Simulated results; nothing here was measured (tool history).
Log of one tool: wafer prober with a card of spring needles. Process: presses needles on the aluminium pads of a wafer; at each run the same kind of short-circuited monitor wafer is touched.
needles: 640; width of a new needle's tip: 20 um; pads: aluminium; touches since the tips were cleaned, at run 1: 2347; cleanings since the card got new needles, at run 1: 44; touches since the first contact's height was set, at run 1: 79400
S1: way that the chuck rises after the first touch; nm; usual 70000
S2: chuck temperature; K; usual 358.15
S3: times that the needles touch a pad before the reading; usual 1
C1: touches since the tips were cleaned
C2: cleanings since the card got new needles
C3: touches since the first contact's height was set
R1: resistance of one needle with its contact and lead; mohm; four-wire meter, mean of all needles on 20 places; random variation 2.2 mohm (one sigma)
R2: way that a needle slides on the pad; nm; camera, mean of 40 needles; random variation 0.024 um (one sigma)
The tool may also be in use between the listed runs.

run	hour	S1	S2	S3	C1	C2	C3	R1	R2
1	0.0	70000	358.15	1	2347	44	79400	251	18930
# hour 10.2: tips cleaned on abrasive film
2	21.2	70000	334.15	1	5398	45	89741	242	19010
# hour 23.7: tips cleaned on abrasive film
# hour 38.2: tips cleaned on abrasive film
3	45.1	64000	358.15	1	3383	47	101356	252	17380
# hour 51.4: tips cleaned on abrasive film
# hour 66.2: tips cleaned on abrasive film
4	70.2	70000	358.15	1	1932	49	113570	246	19030
# hour 80.1: tips cleaned on abrasive film
5	85.7	58000	358.15	1	2769	50	121151	252	15770
# hour 94.8: tips cleaned on abrasive film
6	97.8	70000	358.15	1	1476	51	127034	247	19000
# hour 101.6: height of the first contact set anew
# hour 108.5: tips cleaned on abrasive film
7	118.2	70000	358.15	1	4724	52	8080	247	19090
# hour 123.4: tips cleaned on abrasive film
8	133.1	70000	358.15	2	4763	53	15338	243	19050
# hour 138.6: tips cleaned on abrasive film
9	148.2	57000	358.15	2	4695	54	22700	251	15530
# hour 152.4: tips cleaned on abrasive film
# hour 167.6: tips cleaned on abrasive film
10	173.1	70000	341.15	1	2728	56	34828	246	19130
# hour 181.5: tips cleaned on abrasive film
11	193.1	70000	341.15	1	5688	57	44579	243	19110
# hour 195.6: tips cleaned on abrasive film
# hour 208.9: tips cleaned on abrasive film
12	218.3	70000	358.15	2	4589	59	56824	244	19110
# hour 222.4: tips cleaned on abrasive film
# hour 236.7: tips cleaned on abrasive film
13	236.7	70000	358.15	2	0	61	65775	245	19160
# hour 251.0: tips cleaned on abrasive film
14	254.5	86000	358.15	1	1742	62	74460	244	23560
# hour 264.3: tips cleaned on abrasive film
15	275.9	86000	358.15	1	5699	63	84901	243	23630
# hour 278.2: tips cleaned on abrasive film
16	289.8	86000	358.15	1	5680	64	91669	246	23630
# hour 291.9: tips cleaned on abrasive film
# hour 306.2: tips cleaned on abrasive film
17	306.4	86000	358.15	1	104	66	99690	242	23600
# hour 320.2: tips cleaned on abrasive film
18	330.6	86000	298.15	2	5142	67	111536	226	23680
# hour 334.5: tips cleaned on abrasive film
# hour 347.8: tips cleaned on abrasive film
19	350.9	70000	364.15	1	1517	69	121388	250	19300
# hour 362.1: tips cleaned on abrasive film
20	364.2	70000	364.15	1	1024	70	127822	248	19340
# hour 366.8: height of the first contact set anew
# hour 377.3: tips cleaned on abrasive film
21	387.2	70000	364.15	1	4870	71	9983	253	19320
# hour 390.9: tips cleaned on abrasive film
# hour 404.6: tips cleaned on abrasive film
22	405.6	70000	364.15	1	470	73	18881	246	19320
# hour 417.9: tips cleaned on abrasive film
23	417.9	56000	300.15	3	0	74	24865	238	15500
# hour 432.6: tips cleaned on abrasive film
24	434.4	56000	300.15	3	883	75	32891	236	15510
# hour 446.3: tips cleaned on abrasive film
25	446.9	70000	303.15	1	299	76	38989	232	19380
# hour 459.8: tips cleaned on abrasive film
26	465.4	68000	303.15	2	2765	77	48013	227	18880
# hour 473.2: tips cleaned on abrasive film
27	479.8	71000	299.15	1	3227	78	55039	233	19700
# hour 487.5: tips cleaned on abrasive film
28	494.6	71000	310.15	3	3510	79	62249	233	19750
# hour 501.4: tips cleaned on abrasive film
29	510.1	71000	310.15	3	4273	80	69798	235	19740
# hour 515.1: tips cleaned on abrasive film
# hour 528.4: tips cleaned on abrasive film
30	530.0	66000	337.15	1	778	82	79441	243	18340
# hour 543.1: tips cleaned on abrasive film
31	554.1	66000	337.15	1	5407	83	91218	241	18350

Hidden state at the last listed run before each entry between runs and at the first one after, where it differs:
Between runs 1 and 2: tips cleaned on abrasive film (hour 10.2)
  debris on the tips, nm: 0.2 -> 0.3; drift of the gauge itself on scrub_um, %: 0 -> 0.11
  measured less the result without the state, R2: +0 -> +20 nm
Between runs 2 and 3: tips cleaned on abrasive film (hour 23.7); tips cleaned on abrasive film (hour 38.2)
  debris on the tips, nm: 0.3 -> 0.2; drift of the gauge itself on scrub_um, %: 0.11 -> 0.23
  measured less the result without the state, R2: +20 -> +40 nm
Between runs 3 and 4: tips cleaned on abrasive film (hour 51.4); tips cleaned on abrasive film (hour 66.2)
  drift of the gauge itself on scrub_um, %: 0.23 -> 0.35
  measured less the result without the state, R2: +40 -> +70 nm
Between runs 4 and 5: tips cleaned on abrasive film (hour 80.1)
  drift of the gauge itself on scrub_um, %: 0.35 -> 0.43
  measured less the result without the state, R2: +70 -> +60 nm
Between runs 5 and 6: tips cleaned on abrasive film (hour 94.8)
  drift of the gauge itself on scrub_um, %: 0.43 -> 0.49
  measured less the result without the state, R2: +60 -> +90 nm
Between runs 6 and 7: height of the first contact set anew (hour 101.6); tips cleaned on abrasive film (hour 108.5)
  debris on the tips, nm: 0.2 -> 0.3; drift of the gauge itself on scrub_um, %: 0.49 -> 0.59
  measured less the result without the state, R2: +90 -> +110 nm
Between runs 7 and 8: tips cleaned on abrasive film (hour 123.4)
  drift of the gauge itself on scrub_um, %: 0.59 -> 0.67
  measured less the result without the state, R2: +110 -> +120 nm
Between runs 8 and 9: tips cleaned on abrasive film (hour 138.6)
  drift of the gauge itself on scrub_um, %: 0.67 -> 0.74
  measured less the result without the state, R2: +120 -> +110 nm
Between runs 9 and 10: tips cleaned on abrasive film (hour 152.4); tips cleaned on abrasive film (hour 167.6)
  debris on the tips, nm: 0.3 -> 0.2; drift of the gauge itself on scrub_um, %: 0.74 -> 0.87
  measured less the result without the state, R2: +110 -> +170 nm
Between runs 10 and 11: tips cleaned on abrasive film (hour 181.5)
  debris on the tips, nm: 0.2 -> 0.3; drift of the gauge itself on scrub_um, %: 0.87 -> 0.97
  measured less the result without the state, R2: +170 -> +180 nm
Between runs 11 and 12: tips cleaned on abrasive film (hour 195.6); tips cleaned on abrasive film (hour 208.9)
  drift of the gauge itself on scrub_um, %: 0.97 -> 1.09
  measured less the result without the state, R2: +180 -> +210 nm
Between runs 12 and 13: tips cleaned on abrasive film (hour 222.4); tips cleaned on abrasive film (hour 236.7)
  debris on the tips, nm: 0.3 -> 0; drift of the gauge itself on scrub_um, %: 1.09 -> 1.19
  measured less the result without the state, R2: +210 -> +220 nm
Between runs 13 and 14: tips cleaned on abrasive film (hour 251.0)
  debris on the tips, nm: 0 -> 0.2; drift of the gauge itself on scrub_um, %: 1.19 -> 1.28
  measured less the result without the state, R2: +220 -> +290 nm
Between runs 14 and 15: tips cleaned on abrasive film (hour 264.3)
  debris on the tips, nm: 0.2 -> 0.3; drift of the gauge itself on scrub_um, %: 1.28 -> 1.38
  measured less the result without the state, R2: +290 -> +330 nm
Between runs 15 and 16: tips cleaned on abrasive film (hour 278.2)
  tips' diameter, um: 20 -> 20.01; drift of the gauge itself on scrub_um, %: 1.38 -> 1.45
  measured less the result without the state, R2: +330 -> +330 nm
Between runs 16 and 17: tips cleaned on abrasive film (hour 291.9); tips cleaned on abrasive film (hour 306.2)
  debris on the tips, nm: 0.3 -> 0; drift of the gauge itself on scrub_um, %: 1.45 -> 1.53
  measured less the result without the state, R2: +330 -> +360 nm
Between runs 17 and 18: tips cleaned on abrasive film (hour 320.2)
  debris on the tips, nm: 0 -> 0.3; drift of the gauge itself on scrub_um, %: 1.53 -> 1.66
  measured less the result without the state, R2: +360 -> +390 nm
Between runs 18 and 19: tips cleaned on abrasive film (hour 334.5); tips cleaned on abrasive film (hour 347.8)
  debris on the tips, nm: 0.3 -> 0.2; drift of the gauge itself on scrub_um, %: 1.66 -> 1.76
  measured less the result without the state, R2: +390 -> +330 nm
Between runs 19 and 20: tips cleaned on abrasive film (hour 362.1)
  debris on the tips, nm: 0.2 -> 0.1; drift of the gauge itself on scrub_um, %: 1.76 -> 1.82
  measured less the result without the state, R2: +330 -> +350 nm
Between runs 20 and 21: height of the first contact set anew (hour 366.8); tips cleaned on abrasive film (hour 377.3)
  debris on the tips, nm: 0.1 -> 0.3; drift of the gauge itself on scrub_um, %: 1.82 -> 1.94
  measured less the result without the state, R2: +350 -> +370 nm
Between runs 21 and 22: tips cleaned on abrasive film (hour 390.9); tips cleaned on abrasive film (hour 404.6)
  debris on the tips, nm: 0.3 -> 0.1; drift of the gauge itself on scrub_um, %: 1.94 -> 2.03
  measured less the result without the state, R2: +370 -> +390 nm
Between runs 22 and 23: tips cleaned on abrasive film (hour 417.9)
  debris on the tips, nm: 0.1 -> 0; drift of the gauge itself on scrub_um, %: 2.03 -> 2.09
  measured less the result without the state, R2: +390 -> +320 nm
Between runs 23 and 24: tips cleaned on abrasive film (hour 432.6)
  debris on the tips, nm: 0 -> 0.1; drift of the gauge itself on scrub_um, %: 2.09 -> 2.18
  measured less the result without the state, R2: +320 -> +330 nm
Between runs 24 and 25: tips cleaned on abrasive film (hour 446.3)
  drift of the gauge itself on scrub_um, %: 2.18 -> 2.24
  measured less the result without the state, R2: +330 -> +420 nm
Between runs 25 and 26: tips cleaned on abrasive film (hour 459.8)
  debris on the tips, nm: 0.1 -> 0.2; drift of the gauge itself on scrub_um, %: 2.24 -> 2.33
  measured less the result without the state, R2: +420 -> +430 nm
Between runs 26 and 27: tips cleaned on abrasive film (hour 473.2)
  drift of the gauge itself on scrub_um, %: 2.33 -> 2.4
  measured less the result without the state, R2: +430 -> +470 nm
Between runs 27 and 28: tips cleaned on abrasive film (hour 487.5)
  drift of the gauge itself on scrub_um, %: 2.4 -> 2.48
  measured less the result without the state, R2: +470 -> +480 nm
Between runs 28 and 29: tips cleaned on abrasive film (hour 501.4)
  debris on the tips, nm: 0.2 -> 0.3; drift of the gauge itself on scrub_um, %: 2.48 -> 2.56
  measured less the result without the state, R2: +480 -> +490 nm
Between runs 29 and 30: tips cleaned on abrasive film (hour 515.1); tips cleaned on abrasive film (hour 528.4)
  debris on the tips, nm: 0.3 -> 0.1; drift of the gauge itself on scrub_um, %: 2.56 -> 2.65
  measured less the result without the state, R2: +490 -> +470 nm
Between runs 30 and 31: tips cleaned on abrasive film (hour 543.1)
  debris on the tips, nm: 0.1 -> 0.3; drift of the gauge itself on scrub_um, %: 2.65 -> 2.78
  measured less the result without the state, R2: +470 -> +500 nm
